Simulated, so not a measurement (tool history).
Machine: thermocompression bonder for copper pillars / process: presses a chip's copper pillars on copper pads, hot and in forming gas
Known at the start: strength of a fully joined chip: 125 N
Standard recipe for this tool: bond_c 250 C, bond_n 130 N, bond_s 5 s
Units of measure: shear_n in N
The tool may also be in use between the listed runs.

Run 1, day 0: usual settings. Result: shear_n 67.2 N.
Run 2, day 2.346: usual settings. Result: shear_n 65.4 N.
Run 3, day 3.933: usual settings but bond_c 270 C. Result: shear_n 84.7 N.
Run 4, day 5.433: usual settings but bond_c 226 C. Result: shear_n 41.8 N.
Run 5, day 7.342: usual settings but bond_c 252 C. Result: shear_n 64.6 N.
Run 6, day 9.062: usual settings. Result: shear_n 62.9 N.
At day 9.188: forming gas filter changed.
Run 7, day 10.212: usual settings. Result: shear_n 65.3 N.
Run 8, day 12.283: usual settings but bond_n 133 N. Result: shear_n 64.5 N.
Run 9, day 14.238: usual settings but bond_n 133 N. Result: shear_n 64.4 N.
Run 10, day 15.796: usual settings but bond_n 189 N. Result: shear_n 80.8 N.
Run 11, day 17.625: usual settings but bond_n 189 N. Result: shear_n 81.7 N.
Run 12, day 18.708: usual settings. Result: shear_n 62.1 N.
Run 13, day 20.167: usual settings. Result: shear_n 61.3 N.
Run 14, day 21.929: usual settings but bond_s 4 s. Result: shear_n 56.4 N.
At day 22.4: forming gas filter changed.
Run 15, day 23.492: usual settings but bond_s 12 s. Result: shear_n 82.8 N.
Run 16, day 24.771: usual settings but bond_c 271 C. Result: shear_n 83.3 N.
Run 17, day 25.888: usual settings but bond_c 271 C. Result: shear_n 83.2 N.
Run 18, day 27.412: usual settings. Result: shear_n 61.7 N.
Run 19, day 28.562: usual settings. Result: shear_n 61.7 N.
Run 20, day 30.221: usual settings. Result: shear_n 60.4 N.
Run 21, day 31.538: usual settings but bond_n 99 N, bond_s 7 s. Result: shear_n 54.1 N.
Run 22, day 32.858: usual settings but bond_c 224 C, bond_s 4 s. Result: shear_n 33.6 N.
Run 23, day 34.229: usual settings but bond_s 6 s. Result: shear_n 62.3 N.
At day 35.638: forming gas filter changed.
Run 24, day 36.325: usual settings but bond_c 263 C, bond_n 177 N. Result: shear_n 89.8 N.
Run 25, day 38.212: usual settings but bond_c 263 C, bond_n 177 N. Result: shear_n 89.1 N.
Run 26, day 39.521: usual settings but bond_c 263 C, bond_s 3 s. Result: shear_n 60.4 N.
At day 41.258: force cell calibrated.
Run 27, day 41.992: usual settings but bond_c 271 C, bond_n 141 N, bond_s 3 s. Result: shear_n 74.5 N.
Run 28, day 44.462: usual settings but bond_n 115 N. Result: shear_n 53.8 N.
Run 29, day 46.058: usual settings but bond_c 253 C, bond_n 185 N, bond_s 4 s. Result: shear_n 77.1 N.
Run 30, day 47.812: usual settings but bond_c 224 C, bond_n 150 N, bond_s 13 s. Result: shear_n 58.9 N.
At day 48.846: forming gas filter changed.
Run 31, day 48.85: usual settings but bond_c 224 C, bond_n 107 N, bond_s 9 s. Result: shear_n 39.4 N.
Run 32, day 50.508: usual settings but bond_s 13 s. Result: shear_n 82.9 N.
Run 33, day 52.333: usual settings but bond_c 257 C, bond_n 81 N, bond_s 6 s. Result: shear_n 48.1 N.
Run 34, day 53.938: usual settings but bond_n 104 N, bond_s 14 s. Result: shear_n 71.4 N.
Run 35, day 56.171: usual settings but bond_c 251 C, bond_s 4 s. Result: shear_n 56.8 N.
Run 36, day 57.742: usual settings but bond_c 272 C, bond_n 137 N, bond_s 4 s. Result: shear_n 78.6 N.
Run 37, day 59.492: usual settings but bond_c 242 C, bond_n 166 N, bond_s 10 s. Result: shear_n 76.8 N.
Run 38, day 61.333: usual settings but bond_c 242 C, bond_n 166 N, bond_s 4 s. Result: shear_n 56.6 N.
At day 62.025: forming gas filter changed.
Run 39, day 62.733: usual settings but bond_c 242 C, bond_n 166 N, bond_s 4 s. Result: shear_n 60.4 N.
Run 40, day 65.1: usual settings but bond_c 242 C, bond_n 166 N, bond_s 4 s. Result: shear_n 57.2 N.

Forecast each of these 3 alternatives for the next run:
At day 66.546: heater calibrated with a thermocouple chip.
Run A, day 67.475: usual settings but bond_c 242 C, bond_n 82 N, bond_s 10 s. Result: shear_n ?.
At day 66.546: heater calibrated with a thermocouple chip.
Run B, day 67.475: usual settings but bond_c 252 C, bond_n 166 N, bond_s 3 s. Result: shear_n ?.
At day 66.546: heater calibrated with a thermocouple chip.
Run C, day 67.475: usual settings but bond_c 232 C, bond_s 3 s. Result: shear_n ?.

run  shear_n
  A     51.3
  B     71.6
  C     41.8
Stripped of hidden state, with their random variation kept, the same runs would have yielded:
run  shear_n
  A     54.1
  B       75
  C     44.3
